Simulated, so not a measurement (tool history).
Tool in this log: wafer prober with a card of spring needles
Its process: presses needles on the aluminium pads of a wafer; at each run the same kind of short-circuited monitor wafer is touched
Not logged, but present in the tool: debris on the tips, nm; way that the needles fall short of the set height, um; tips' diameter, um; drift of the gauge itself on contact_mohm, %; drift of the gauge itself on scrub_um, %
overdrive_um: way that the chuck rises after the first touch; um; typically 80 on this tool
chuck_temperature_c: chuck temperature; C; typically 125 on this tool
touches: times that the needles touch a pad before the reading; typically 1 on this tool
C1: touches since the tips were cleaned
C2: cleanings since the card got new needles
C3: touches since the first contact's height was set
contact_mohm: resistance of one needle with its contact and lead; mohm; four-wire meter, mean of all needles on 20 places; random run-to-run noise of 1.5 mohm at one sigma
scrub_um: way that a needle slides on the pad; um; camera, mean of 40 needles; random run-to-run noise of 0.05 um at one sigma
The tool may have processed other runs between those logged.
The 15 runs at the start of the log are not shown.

At hour 365.2: tips cleaned on abrasive film.
Run 16, hour 369.1: usual settings; C1 1667; C2 86; C3 66488. Result: contact_mohm 194 mohm, scrub_um 20.87 um.
At hour 380.2: tips cleaned on abrasive film.
At hour 396.5: tips cleaned on abrasive film.
Run 17, hour 397: usual settings but overdrive_um 96 um, chuck_temperature_c 26 C; C1 241; C2 88; C3 78505. Result: contact_mohm 134 mohm, scrub_um 24.85 um.
At hour 413.6: tips cleaned on abrasive film.
Run 18, hour 414.3: usual settings but overdrive_um 96 um, chuck_temperature_c 26 C; C1 306; C2 89; C3 85932. Result: contact_mohm 129 mohm, scrub_um 25.02 um.
At hour 429.4: tips cleaned on abrasive film.
Run 19, hour 430.6: usual settings but overdrive_um 61 um, chuck_temperature_c 28 C; C1 524; C2 90; C3 92976. Result: contact_mohm 173 mohm, scrub_um 15.69 um.
At hour 444.5: tips cleaned on abrasive film.
Run 20, hour 457.9: usual settings but overdrive_um 74 um, chuck_temperature_c 77 C; C1 5827; C2 91; C3 104755. Result: contact_mohm 285 mohm, scrub_um 19.18 um.
At hour 460.2: tips cleaned on abrasive film.
At hour 476.6: tips cleaned on abrasive film.
Run 21, hour 476.6: usual settings but overdrive_um 64 um, chuck_temperature_c 77 C, touches 2; C1 0; C2 93; C3 112747. Result: contact_mohm 144 mohm, scrub_um 16.55 um.
At hour 491.8: tips cleaned on abrasive film.
Run 22, hour 496.5: usual settings but overdrive_um 69 um, chuck_temperature_c 44 C, touches 3; C1 2018; C2 94; C3 121311. Result: contact_mohm 160 mohm, scrub_um 17.82 um.
At hour 508.9: tips cleaned on abrasive film.
At hour 524.8: tips cleaned on abrasive film.
Run 23, hour 528: usual settings but chuck_temperature_c 51 C; C1 1410; C2 96; C3 134878. Result: contact_mohm 187 mohm, scrub_um 20.69 um.

What will run 24 give?
At hour 541.3: tips cleaned on abrasive film.
At hour 556.4: tips cleaned on abrasive film.
Run 24, hour 556.5: usual settings but overdrive_um 76 um, touches 2; C1 55; C2 98; C3 147147. Result: contact_mohm ?, scrub_um ?.

contact_mohm: 144 mohm
scrub_um: 19.58 um
The same run, on a tool lacking any hidden state, would have yielded contact_mohm 135 mohm, scrub_um 19.89 um.

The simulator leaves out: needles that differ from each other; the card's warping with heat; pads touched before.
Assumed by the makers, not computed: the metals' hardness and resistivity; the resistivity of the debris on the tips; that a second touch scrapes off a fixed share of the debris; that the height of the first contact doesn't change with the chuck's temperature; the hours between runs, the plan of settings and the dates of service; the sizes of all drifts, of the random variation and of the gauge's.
